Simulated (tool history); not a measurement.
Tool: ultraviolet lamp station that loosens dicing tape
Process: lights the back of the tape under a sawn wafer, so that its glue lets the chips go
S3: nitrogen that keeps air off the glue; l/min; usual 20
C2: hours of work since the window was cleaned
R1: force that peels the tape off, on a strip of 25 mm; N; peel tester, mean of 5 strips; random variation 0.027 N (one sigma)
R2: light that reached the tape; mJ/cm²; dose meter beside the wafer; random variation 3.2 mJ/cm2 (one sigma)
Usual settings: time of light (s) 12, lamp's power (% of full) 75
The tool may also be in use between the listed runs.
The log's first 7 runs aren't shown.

{"run": 8, "day": 2.833, "time of light (s)": 12, "lamp's power (% of full)": 75, "S3": 20, "hours of work of the lamp": 234, "C2": 334, "R1": 1.72, "R2": 433}
{"run": 9, "day": 3.504, "time of light (s)": 12, "lamp's power (% of full)": 75, "S3": 20, "hours of work of the lamp": 244, "C2": 344, "R1": 1.737, "R2": 432}
{"run": 10, "day": 3.967, "time of light (s)": 12, "lamp's power (% of full)": 75, "S3": 20, "hours of work of the lamp": 251, "C2": 351, "R1": 1.77, "R2": 432}
{"run": 11, "day": 4.329, "time of light (s)": 12, "lamp's power (% of full)": 75, "S3": 20, "hours of work of the lamp": 257, "C2": 356, "R1": 1.834, "R2": 432}
{"run": 12, "day": 4.704, "time of light (s)": 12, "lamp's power (% of full)": 63, "S3": 20, "hours of work of the lamp": 263, "C2": 362, "R1": 2.345, "R2": 355}
{"run": 13, "day": 5.279, "time of light (s)": 12, "lamp's power (% of full)": 63, "S3": 20, "hours of work of the lamp": 271, "C2": 371, "R1": 2.303, "R2": 354}
{"run": 14, "day": 5.617, "time of light (s)": 12, "lamp's power (% of full)": 63, "S3": 20, "hours of work of the lamp": 277, "C2": 376, "R1": 2.395, "R2": 359}
{"run": 15, "day": 5.979, "time of light (s)": 12, "lamp's power (% of full)": 63, "S3": 20, "hours of work of the lamp": 282, "C2": 382, "R1": 2.413, "R2": 354}
{"run": 16, "day": 6.412, "time of light (s)": 12, "lamp's power (% of full)": 63, "S3": 9, "hours of work of the lamp": 289, "C2": 388, "R1": 3.297, "R2": 350}
{"run": 17, "day": 7.029, "time of light (s)": 12, "lamp's power (% of full)": 75, "S3": 20, "hours of work of the lamp": 298, "C2": 398, "R1": 1.901, "R2": 415}
{"run": 18, "day": 7.379, "time of light (s)": 12, "lamp's power (% of full)": 75, "S3": 20, "hours of work of the lamp": 304, "C2": 403, "R1": 1.948, "R2": 414}
{"run": 19, "day": 7.842, "time of light (s)": 12, "lamp's power (% of full)": 75, "S3": 20, "hours of work of the lamp": 311, "C2": 410, "R1": 1.912, "R2": 413}
{"run": 20, "day": 8.471, "time of light (s)": 12, "lamp's power (% of full)": 75, "S3": 20, "hours of work of the lamp": 320, "C2": 420, "R1": 1.885, "R2": 411}
{"run": 21, "day": 9.2, "time of light (s)": 12, "lamp's power (% of full)": 75, "S3": 11, "hours of work of the lamp": 332, "C2": 431, "R1": 2.534, "R2": 411}
{"run": 22, "day": 9.862, "time of light (s)": 12, "lamp's power (% of full)": 75, "S3": 11, "hours of work of the lamp": 342, "C2": 441, "R1": 2.586, "R2": 403}
{"run": 23, "day": 10.592, "time of light (s)": 12, "lamp's power (% of full)": 75, "S3": 11, "hours of work of the lamp": 353, "C2": 453, "R1": 2.536, "R2": 407}
{"run": 24, "day": 11.338, "time of light (s)": 12, "lamp's power (% of full)": 68, "S3": 22, "hours of work of the lamp": 364, "C2": 464, "R1": 2.268, "R2": 364}
{"run": 25, "day": 11.971, "time of light (s)": 15, "lamp's power (% of full)": 83, "S3": 31, "hours of work of the lamp": 374, "C2": 474, "R1": 0.927, "R2": 551}
{"run": 26, "day": 12.742, "time of light (s)": 15, "lamp's power (% of full)": 83, "S3": 31, "hours of work of the lamp": 386, "C2": 486, "R1": 0.952, "R2": 549}
{"run": 27, "day": 13.533, "time of light (s)": 15, "lamp's power (% of full)": 83, "S3": 31, "hours of work of the lamp": 398, "C2": 498, "R1": 0.981, "R2": 539}
{"run": 28, "day": 14.233, "time of light (s)": 8, "lamp's power (% of full)": 80, "S3": 40, "hours of work of the lamp": 409, "C2": 508, "R1": 2.743, "R2": 278}
{"run": 29, "day": 14.846, "time of light (s)": 9, "lamp's power (% of full)": 80, "S3": 14, "hours of work of the lamp": 418, "C2": 518, "R1": 3.273, "R2": 310}
{"run": 30, "day": 15.271, "time of light (s)": 9, "lamp's power (% of full)": 80, "S3": 14, "hours of work of the lamp": 425, "C2": 524, "R1": 3.198, "R2": 308}

The next listed run, before its measurement:
{"run": 31, "day": 15.612, "time of light (s)": 9, "lamp's power (% of full)": 80, "S3": 14, "hours of work of the lamp": 430, "C2": 530, "R1": "?", "R2": "?"}

R1: 3.290 N
R2: 308 mJ/cm²
Without the tool's hidden state the same run would have given R1 2.309 N, R2 406 mJ/cm².

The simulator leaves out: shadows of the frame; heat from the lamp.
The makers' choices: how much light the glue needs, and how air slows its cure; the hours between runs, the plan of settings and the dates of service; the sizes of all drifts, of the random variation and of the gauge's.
